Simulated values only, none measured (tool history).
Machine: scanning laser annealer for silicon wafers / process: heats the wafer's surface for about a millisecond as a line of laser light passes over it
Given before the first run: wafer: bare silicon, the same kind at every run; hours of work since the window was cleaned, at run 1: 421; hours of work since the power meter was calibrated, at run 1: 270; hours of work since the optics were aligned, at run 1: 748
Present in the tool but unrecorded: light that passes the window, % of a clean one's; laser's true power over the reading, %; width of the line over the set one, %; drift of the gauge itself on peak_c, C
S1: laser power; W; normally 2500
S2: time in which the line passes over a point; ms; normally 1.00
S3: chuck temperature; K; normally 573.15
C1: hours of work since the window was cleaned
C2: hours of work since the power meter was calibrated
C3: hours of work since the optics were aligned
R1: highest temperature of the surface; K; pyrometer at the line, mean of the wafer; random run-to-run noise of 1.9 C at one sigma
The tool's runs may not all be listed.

| run | hour | S1 | S2 | S3 | C1 | C2 | C3 | R1 |
|---|---|---|---|---|---|---|---|---|
| 1 | 0.0 | 2500 | 1.00 | 573.15 | 421 | 270 | 748 | 1333.15 |
| 2 | 11.2 | 2183 | 1.00 | 573.15 | 430 | 279 | 756 | 1237.15 |
| 3 | 26.7 | 2364 | 1.00 | 573.15 | 442 | 291 | 769 | 1293.15 |
| 4 | 42.4 | 2364 | 1.10 | 573.15 | 454 | 303 | 781 | 1331.15 |
| 5 | 51.4 | 2500 | 1.00 | 612.15 | 461 | 310 | 788 | 1370.15 |
| 6 | 64.4 | 2500 | 1.00 | 573.15 | 471 | 320 | 798 | 1329.15 |
| 7 | 75.7 | 2500 | 1.00 | 573.15 | 480 | 329 | 807 | 1333.15 |
| 8 | 94.1 | 2500 | 1.00 | 573.15 | 495 | 344 | 821 | 1332.15 |
| 9 | 112.3 | 2500 | 1.00 | 573.15 | 509 | 358 | 836 | 1328.15 |
| 10 | 129.2 | 2500 | 1.00 | 573.15 | 522 | 371 | 849 | 1325.15 |
| 11 | 139.7 | 2500 | 0.88 | 554.15 | 530 | 379 | 857 | 1255.15 |
| 12 | 152.1 | 2500 | 0.85 | 554.15 | 540 | 389 | 867 | 1241.15 |
| 13 | 165.4 | 2233 | 0.84 | 582.15 | 551 | 399 | 877 | 1189.15 |
|  | 177.7 | optics aligned, line set to its width |
| 14 | 189.4 | 2233 | 0.84 | 582.15 | 566 | 414 | 9 | 1195.15 |
|  | 194.0 | laser's power meter calibrated |
| 15 | 206.4 | 2524 | 0.81 | 559.15 | 577 | 10 | 20 | 1236.15 |
|  | 219.1 | window over the wafer cleaned |
| 16 | 221.6 | 2524 | 0.81 | 538.15 | 2 | 20 | 30 | 1254.15 |
| 17 | 239.4 | 2202 | 0.71 | 565.15 | 16 | 34 | 44 | 1140.15 |
| 18 | 256.0 | 2687 | 1.23 | 555.15 | 29 | 47 | 57 | 1522.15 |
| 19 | 264.8 | 2217 | 1.11 | 607.15 | 36 | 54 | 64 | 1354.15 |
| 20 | 283.7 | 2217 | 1.11 | 607.15 | 51 | 69 | 79 | 1351.15 |

Alternative continuations, all from the tool just after run 20; predict every row:
| A | 294.1 | 2389 | 0.89 | 578.15 | 59 | 77 | 87 | ? |
| B | 294.1 | 2250 | 1.11 | 575.15 | 59 | 77 | 87 | ? |
| C | 294.1 | 2217 | 1.11 | 582.15 | 59 | 77 | 87 | ? |
| D | 294.1 | 2722 | 0.80 | 608.15 | 59 | 77 | 87 | ? |

| run | R1 |
|---|---|
| A | 1287.15 |
| B | 1333.15 |
| C | 1328.15 |
| D | 1370.15 |
Without the tool's unlogged condition, the same runs would have read:
| run | R1 |
|---|---|
| A | 1291.15 |
| B | 1337.15 |
| C | 1333.15 |
| D | 1374.15 |
